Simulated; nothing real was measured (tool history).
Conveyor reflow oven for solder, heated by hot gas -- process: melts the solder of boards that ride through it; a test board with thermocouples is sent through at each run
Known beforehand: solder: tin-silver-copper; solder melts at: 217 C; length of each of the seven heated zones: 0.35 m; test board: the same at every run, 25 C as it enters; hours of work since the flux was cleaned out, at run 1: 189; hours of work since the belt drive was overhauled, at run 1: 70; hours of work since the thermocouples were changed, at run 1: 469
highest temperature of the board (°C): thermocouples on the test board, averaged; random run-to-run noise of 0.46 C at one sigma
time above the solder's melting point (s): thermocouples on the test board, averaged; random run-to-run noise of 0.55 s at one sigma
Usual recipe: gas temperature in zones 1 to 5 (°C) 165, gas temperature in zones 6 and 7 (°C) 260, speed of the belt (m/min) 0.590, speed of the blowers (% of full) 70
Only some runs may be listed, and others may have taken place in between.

run  hour  gas temperature in zones 1 to 5 (°C)  gas temperature in zones 6 and 7 (°C)  speed of the belt (m/min)  speed of the blowers (% of full)  hours of work since the flux was cleaned out  hours of work since the belt drive was overhauled  hours of work since the thermocouples were changed  highest temperature of the board (°C)  time above the solder's melting point (s)
  1   0.0                                   165                                    260                      0.590                                70                                           189                                                 70                                                 469                                  239.8                                       38.6
  2   9.4                                   165                                    260                      0.590                                70                                           194                                                 74                                                 473                                  239.8                                       38.5
  3  15.6                                   165                                    260                      0.590                                70                                           197                                                 77                                                 476                                  240.4                                       38.6
  4  21.2                                   165                                    260                      0.590                                70                                           199                                                 80                                                 479                                  240.9                                       39.5
  5  30.3                                   165                                    260                      0.590                                70                                           204                                                 84                                                 483                                  239.6                                       37.8
  6  38.6                                   165                                    260                      0.590                                70                                           207                                                 88                                                 487                                  240.3                                       39.3
  7  47.4                                   165                                    260                      0.590                                75                                           212                                                 92                                                 491                                  241.9                                       41.0
  8  55.7                                   165                                    260                      0.590                                87                                           215                                                 96                                                 495                                  244.4                                       44.8
  9  64.2                                   167                                    258                      0.541                                85                                           219                                                100                                                 499                                  245.4                                       51.0
 10  75.3                                   167                                    258                      0.541                                85                                           225                                                105                                                 504                                  245.6                                       51.3
 11  86.3                                   167                                    258                      0.541                                85                                           230                                                110                                                 509                                  245.0                                       50.4

Run 12 has not been measured yet. What should we expect?
     91.0  -- belt drive overhauled, speed set with a stopwatch
 12  96.2                                   165                                    268                      0.474                                75                                           233                                                  2                                                 512                                      ?                                          ?

highest temperature of the board (°C): 256.0
time above the solder's melting point (s): 65.8
The same run, on a tool lacking any hidden state, would have yielded highest temperature of the board (°C) 256.2, time above the solder's melting point (s) 66.3.

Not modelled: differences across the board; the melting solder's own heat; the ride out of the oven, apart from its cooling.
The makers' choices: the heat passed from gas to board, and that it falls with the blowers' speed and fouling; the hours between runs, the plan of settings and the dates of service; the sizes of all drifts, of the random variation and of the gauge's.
